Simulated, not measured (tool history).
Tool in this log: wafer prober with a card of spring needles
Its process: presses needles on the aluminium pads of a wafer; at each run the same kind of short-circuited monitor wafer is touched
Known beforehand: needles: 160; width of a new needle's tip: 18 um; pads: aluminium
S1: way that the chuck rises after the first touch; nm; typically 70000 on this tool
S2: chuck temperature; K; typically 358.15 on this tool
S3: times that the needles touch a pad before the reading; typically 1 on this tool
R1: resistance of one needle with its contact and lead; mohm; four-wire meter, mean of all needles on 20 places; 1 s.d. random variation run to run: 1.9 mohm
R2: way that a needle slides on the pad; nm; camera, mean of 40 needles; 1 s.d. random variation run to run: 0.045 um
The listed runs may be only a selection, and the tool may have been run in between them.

run    hour     S1      S2  S3   R1     R2
  1       0  70000  358.15   1  212  13610
        6.2  -- tips cleaned on abrasive film
       14.4  -- tips cleaned on abrasive film
       22.7  -- tips cleaned on abrasive film
       34.7  -- card fitted with new needles
       42.9  -- tips cleaned on abrasive film
       53.2  -- tips cleaned on abrasive film
       61.4  -- tips cleaned on abrasive film
  2    69.5  70000  358.15   1  209  13630
       71.6  -- tips cleaned on abrasive film
       81.9  -- tips cleaned on abrasive film
       90.1  -- tips cleaned on abrasive film
      100.4  -- tips cleaned on abrasive film
      108.6  -- tips cleaned on abrasive film
      116.8  -- tips cleaned on abrasive film
      125.1  -- tips cleaned on abrasive film
      133.3  -- tips cleaned on abrasive film
      143.6  -- tips cleaned on abrasive film
      153.8  -- tips cleaned on abrasive film
  3   156.9  50000  358.15   1  213   9660
      163.1  -- tips cleaned on abrasive film
      171.3  -- tips cleaned on abrasive film
      179.6  -- tips cleaned on abrasive film
      187.8  -- tips cleaned on abrasive film
      198.1  -- tips cleaned on abrasive film
      206.3  -- tips cleaned on abrasive film
      214.5  -- tips cleaned on abrasive film
      222.8  -- tips cleaned on abrasive film
        233  -- tips cleaned on abrasive film
  4   238.9  50000  358.15   1  212   9690
        243  -- tips cleaned on abrasive film
      251.3  -- tips cleaned on abrasive film
      261.5  -- tips cleaned on abrasive film
      269.8  -- tips cleaned on abrasive film
      274.1  -- height of the first contact set anew
      278.3  -- tips cleaned on abrasive film
      288.4  -- tips cleaned on abrasive film
  5   288.4  50000  358.15   1  216   9690
      296.6  -- tips cleaned on abrasive film
      306.9  -- tips cleaned on abrasive film
      315.1  -- tips cleaned on abrasive film
      325.4  -- tips cleaned on abrasive film
      333.6  -- tips cleaned on abrasive film
  6   337.8  70000  358.15   1  209  13620
      341.9  -- tips cleaned on abrasive film
      350.2  -- tips cleaned on abrasive film
      360.4  -- tips cleaned on abrasive film
      368.7  -- tips cleaned on abrasive film
      376.9  -- tips cleaned on abrasive film
      385.1  -- tips cleaned on abrasive film
      393.4  -- tips cleaned on abrasive film
      403.6  -- tips cleaned on abrasive film
      413.9  -- tips cleaned on abrasive film
  7   421.2  70000  304.15   1  195  13590
      423.3  -- tips cleaned on abrasive film
      433.6  -- tips cleaned on abrasive film
      441.8  -- tips cleaned on abrasive film
      452.1  -- tips cleaned on abrasive film
      460.3  -- tips cleaned on abrasive film
      468.6  -- tips cleaned on abrasive film
      476.8  -- tips cleaned on abrasive film
      487.1  -- tips cleaned on abrasive film
  8   495.1  70000  304.15   1  198  13530
      497.2  -- tips cleaned on abrasive film
      505.5  -- tips cleaned on abrasive film
      513.7  -- tips cleaned on abrasive film
        514  -- height of the first contact set anew
      522.2  -- tips cleaned on abrasive film
      530.4  -- tips cleaned on abrasive film
  9   537.5  70000  304.15   1  197  13580
      539.6  -- tips cleaned on abrasive film
      549.9  -- tips cleaned on abrasive film
      560.1  -- tips cleaned on abrasive film
      570.4  -- tips cleaned on abrasive film
      578.6  -- tips cleaned on abrasive film
      588.9  -- tips cleaned on abrasive film
      599.2  -- tips cleaned on abrasive film
      607.4  -- tips cleaned on abrasive film
      615.6  -- tips cleaned on abrasive film
 10   617.6  72000  358.15   1  206  13970
      625.8  -- tips cleaned on abrasive film
        634  -- tips cleaned on abrasive film
      642.3  -- tips cleaned on abrasive film
      650.5  -- tips cleaned on abrasive film
      658.7  -- tips cleaned on abrasive film
        669  -- tips cleaned on abrasive film
      677.2  -- tips cleaned on abrasive film
 11   681.5  70000  358.15   1  209  13560
      685.7  -- tips cleaned on abrasive film
      693.9  -- tips cleaned on abrasive film
      702.2  -- tips cleaned on abrasive film
      712.4  -- tips cleaned on abrasive film
      720.7  -- tips cleaned on abrasive film
      728.9  -- tips cleaned on abrasive film
      737.1  -- tips cleaned on abrasive film
 12   737.3  73000  367.15   1  208  14160
      745.5  -- tips cleaned on abrasive film
      753.7  -- tips cleaned on abrasive film
        754  -- height of the first contact set anew
      762.3  -- tips cleaned on abrasive film
      772.5  -- tips cleaned on abrasive film
      782.8  -- tips cleaned on abrasive film
 13   783.3  79000  350.15   3  204  15240
      791.6  -- tips cleaned on abrasive film
      799.8  -- tips cleaned on abrasive film
        808  -- tips cleaned on abrasive film
      816.3  -- tips cleaned on abrasive film
      824.5  -- tips cleaned on abrasive film
 14   825.5  56000  321.15   3  201  10810
      833.7  -- tips cleaned on abrasive film
        844  -- tips cleaned on abrasive film
      852.2  -- tips cleaned on abrasive film
      862.5  -- tips cleaned on abrasive film
      870.7  -- tips cleaned on abrasive film
        881  -- tips cleaned on abrasive film
      889.2  -- tips cleaned on abrasive film
      897.4  -- tips cleaned on abrasive film
      906.2  -- tips cleaned on abrasive film
 15   906.2  55000  316.15   1  202  10670
      916.4  -- tips cleaned on abrasive film
      924.7  -- tips cleaned on abrasive film
      934.9  -- tips cleaned on abrasive film
      943.2  -- tips cleaned on abrasive film
      951.4  -- tips cleaned on abrasive film
      961.7  -- tips cleaned on abrasive film
      969.9  -- tips cleaned on abrasive film
      980.2  -- tips cleaned on abrasive film
      988.4  -- tips cleaned on abrasive film
      994.5  -- height of the first contact set anew
 16   994.5  55000  316.15   2  204  10690
      998.7  -- tips cleaned on abrasive film
     1006.9  -- tips cleaned on abrasive film
     1015.2  -- tips cleaned on abrasive film
     1023.4  -- tips cleaned on abrasive film
     1031.6  -- tips cleaned on abrasive film
     1041.9  -- tips cleaned on abrasive film
     1050.1  -- tips cleaned on abrasive film
     1058.3  -- tips cleaned on abrasive film
     1066.6  -- tips cleaned on abrasive film
     1076.8  -- tips cleaned on abrasive film
     1085.1  -- tips cleaned on abrasive film
 17  1090.1  60000  303.15   1  200  11570
     1094.3  -- tips cleaned on abrasive film
     1104.6  -- tips cleaned on abrasive film
     1112.8  -- tips cleaned on abrasive film
     1123.1  -- tips cleaned on abrasive film
     1131.3  -- tips cleaned on abrasive film
     1141.6  -- tips cleaned on abrasive film
     1149.8  -- tips cleaned on abrasive film
       1158  -- tips cleaned on abrasive film
 18  1158.3  60000  303.15   1  199  11550
     1166.6  -- tips cleaned on abrasive film
     1174.8  -- tips cleaned on abrasive film
       1183  -- tips cleaned on abrasive film
     1191.3  -- tips cleaned on abrasive film
     1199.5  -- tips cleaned on abrasive film
     1207.7  -- tips cleaned on abrasive film
 19  1211.3  60000  358.15   2  211  11550
     1217.5  -- tips cleaned on abrasive film
     1225.7  -- tips cleaned on abrasive film
       1234  -- tips cleaned on abrasive film
     1234.3  -- height of the first contact set anew
     1242.5  -- tips cleaned on abrasive film
     1250.7  -- tips cleaned on abrasive film
     1259.8  -- tips cleaned on abrasive film
 20  1259.8  70000  317.15   3  197  13520
     1268.1  -- tips cleaned on abrasive film
     1276.3  -- tips cleaned on abrasive film
     1284.5  -- tips cleaned on abrasive film
     1292.8  -- tips cleaned on abrasive film
       1301  -- tips cleaned on abrasive film
 21  1307.8  70000  317.15   3  200  13420

Forecast each of these 3 alternatives for the next run:
       1310  -- tips cleaned on abrasive film
     1318.2  -- tips cleaned on abrasive film
     1328.5  -- tips cleaned on abrasive film
     1336.7  -- tips cleaned on abrasive film
     1344.9  -- tips cleaned on abrasive film
  A  1348.9  81000  358.15   1   ?   ?
       1310  -- tips cleaned on abrasive film
     1318.2  -- tips cleaned on abrasive film
     1328.5  -- tips cleaned on abrasive film
     1336.7  -- tips cleaned on abrasive film
     1344.9  -- tips cleaned on abrasive film
  B  1348.9  74000  355.15   2   ?   ?
       1310  -- tips cleaned on abrasive film
     1318.2  -- tips cleaned on abrasive film
     1328.5  -- tips cleaned on abrasive film
     1336.7  -- tips cleaned on abrasive film
     1344.9  -- tips cleaned on abrasive film
  C  1348.9  70000  358.15   2   ?   ?

run   R1     R2
  A  204  15630
  B  208  14170
  C  210  13480
With the hidden condition removed and each run's random variation left untouched, the same runs would have given:
run   R1     R2
  A  204  15800
  B  208  14330
  C  210  13630

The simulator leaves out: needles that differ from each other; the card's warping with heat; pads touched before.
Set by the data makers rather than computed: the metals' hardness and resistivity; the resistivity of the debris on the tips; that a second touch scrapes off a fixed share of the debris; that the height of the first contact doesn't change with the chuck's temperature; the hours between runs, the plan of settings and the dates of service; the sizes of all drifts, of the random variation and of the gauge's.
